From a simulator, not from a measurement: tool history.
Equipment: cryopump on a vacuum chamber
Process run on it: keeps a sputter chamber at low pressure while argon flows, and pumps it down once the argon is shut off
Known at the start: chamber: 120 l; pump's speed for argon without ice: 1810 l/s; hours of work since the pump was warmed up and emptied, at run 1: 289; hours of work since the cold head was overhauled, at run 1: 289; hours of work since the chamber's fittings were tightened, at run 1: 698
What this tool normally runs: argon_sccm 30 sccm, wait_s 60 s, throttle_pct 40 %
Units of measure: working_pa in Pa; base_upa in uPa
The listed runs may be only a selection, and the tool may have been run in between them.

| run | hour | argon_sccm | wait_s | throttle_pct | hours of work since the pump was warmed up and emptied | hours of work since the cold head was overhauled | hours of work since the chamber's fittings were tightened | working_pa | base_upa |
|---|---|---|---|---|---|---|---|---|---|
| 1 | 0.0 | 30 | 60 | 40 | 289 | 289 | 698 | 0.0745 | 0.71 |
| 2 | 37.2 | 30 | 60 | 37 | 308 | 308 | 717 | 0.0789 | 0.72 |
| 3 | 60.3 | 31 | 60 | 37 | 319 | 319 | 729 | 0.0829 | 0.70 |
| 4 | 91.1 | 30 | 60 | 23 | 335 | 335 | 745 | 0.1265 | 0.79 |
| 5 | 127.2 | 30 | 60 | 23 | 354 | 354 | 763 | 0.1260 | 0.75 |
| 6 | 162.3 | 30 | 60 | 23 | 372 | 372 | 781 | 0.1269 | 0.74 |
| 7 | 192.7 | 30 | 60 | 40 | 387 | 387 | 797 | 0.0755 | 0.74 |
| 8 | 212.6 | 30 | 60 | 40 | 398 | 398 | 807 | 0.0738 | 0.72 |
| 9 | 238.9 | 30 | 60 | 40 | 411 | 411 | 820 | 0.0755 | 0.75 |
| 10 | 283.9 | 30 | 60 | 28 | 434 | 434 | 843 | 0.1068 | 0.77 |
| 11 | 314.1 | 30 | 60 | 40 | 450 | 450 | 859 | 0.0762 | 0.75 |
| 12 | 343.7 | 30 | 126 | 40 | 465 | 465 | 874 | 0.0757 | 0.55 |
| 13 | 367.2 | 30 | 126 | 40 | 477 | 477 | 886 | 0.0777 | 0.56 |
| 14 | 396.4 | 45 | 126 | 40 | 492 | 492 | 901 | 0.1150 | 0.53 |
| 15 | 435.5 | 45 | 126 | 40 | 512 | 512 | 921 | 0.1156 | 0.50 |
|  | 466.9 | pump warmed up, emptied and cooled again |
| 16 | 472.7 | 14 | 60 | 40 | 3 | 528 | 938 | 0.0332 | 0.68 |
| 17 | 511.7 | 14 | 60 | 40 | 23 | 548 | 958 | 0.0340 | 0.74 |
| 18 | 534.5 | 30 | 283 | 31 | 35 | 560 | 969 | 0.0910 | 0.36 |
| 19 | 571.7 | 50 | 60 | 53 | 54 | 579 | 988 | 0.0897 | 0.73 |
| 20 | 611.6 | 33 | 60 | 56 | 74 | 600 | 1009 | 0.0572 | 0.73 |
| 21 | 654.9 | 26 | 60 | 56 | 96 | 622 | 1031 | 0.0450 | 0.74 |
| 22 | 689.4 | 14 | 60 | 33 | 114 | 640 | 1049 | 0.0408 | 0.74 |
| 23 | 727.1 | 14 | 60 | 33 | 133 | 659 | 1068 | 0.0400 | 0.79 |
| 24 | 765.2 | 14 | 60 | 33 | 153 | 678 | 1088 | 0.0411 | 0.75 |
| 25 | 802.6 | 14 | 60 | 33 | 172 | 698 | 1107 | 0.0400 | 0.78 |
| 26 | 830.6 | 19 | 47 | 34 | 187 | 712 | 1121 | 0.0533 | 0.89 |
| 27 | 873.6 | 30 | 29 | 18 | 209 | 734 | 1143 | 0.1587 | 1.23 |
| 28 | 898.2 | 18 | 60 | 42 | 221 | 747 | 1156 | 0.0413 | 0.81 |
| 29 | 939.6 | 36 | 75 | 44 | 242 | 768 | 1177 | 0.0799 | 0.68 |
| 30 | 974.7 | 30 | 95 | 24 | 260 | 786 | 1195 | 0.1205 | 0.61 |
| 31 | 1009.0 | 52 | 204 | 57 | 278 | 804 | 1213 | 0.0910 | 0.53 |
| 32 | 1042.1 | 28 | 204 | 18 | 295 | 820 | 1230 | 0.1496 | 0.50 |
| 33 | 1086.8 | 32 | 60 | 43 | 318 | 843 | 1253 | 0.0731 | 0.76 |
| 34 | 1126.6 | 32 | 60 | 43 | 338 | 864 | 1273 | 0.0736 | 0.78 |

4 options for the next run, each taken on its own from the tool as it stands now. Forecast them:
| A | 1171.1 | 21 | 21 | 31 | 361 | 887 | 1296 | ? | ? |
| B | 1171.1 | 32 | 27 | 43 | 361 | 887 | 1296 | ? | ? |
| C | 1171.1 | 25 | 249 | 43 | 361 | 887 | 1296 | ? | ? |
| D | 1171.1 | 32 | 60 | 38 | 361 | 887 | 1296 | ? | ? |

| run | working_pa | base_upa |
|---|---|---|
| A | 0.0671 | 1.65 |
| B | 0.0745 | 1.38 |
| C | 0.0588 | 0.52 |
| D | 0.0841 | 0.84 |
With the hidden condition removed and each run's random variation left untouched, the same runs would have given:
| run | working_pa | base_upa |
|---|---|---|
| A | 0.0635 | 1.44 |
| B | 0.0690 | 1.17 |
| C | 0.0545 | 0.31 |
| D | 0.0786 | 0.63 |
